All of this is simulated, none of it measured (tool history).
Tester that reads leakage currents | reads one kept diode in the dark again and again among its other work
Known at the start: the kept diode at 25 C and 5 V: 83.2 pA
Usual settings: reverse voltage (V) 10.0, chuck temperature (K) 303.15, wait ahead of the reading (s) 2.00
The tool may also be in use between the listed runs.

run   hour  reverse voltage (V)  chuck temperature (K)  wait ahead of the reading (s)  current that the tester gives (pA)
  1    0.0                 10.0                 303.15                           2.00                              159.83
  2   22.1                 10.0                 303.15                           2.00                              160.95
  3   38.2                 10.0                 303.15                           2.00                              160.82
  4   64.4                 10.0                 303.15                           2.00                              159.62
  5   86.2                 10.0                 303.15                           2.00                              160.00
  6  102.8                  1.6                 302.15                           0.67                               72.61
  7  132.6                 10.0                 310.15                           2.37                              295.96

Forecast run 8:
  8  152.4                  2.3                 309.15                           1.65                                   ?

Run 8 gave current that the tester gives (pA) 155.17.
Without the tool's hidden state the same run would have given current that the tester gives (pA) 171.49.
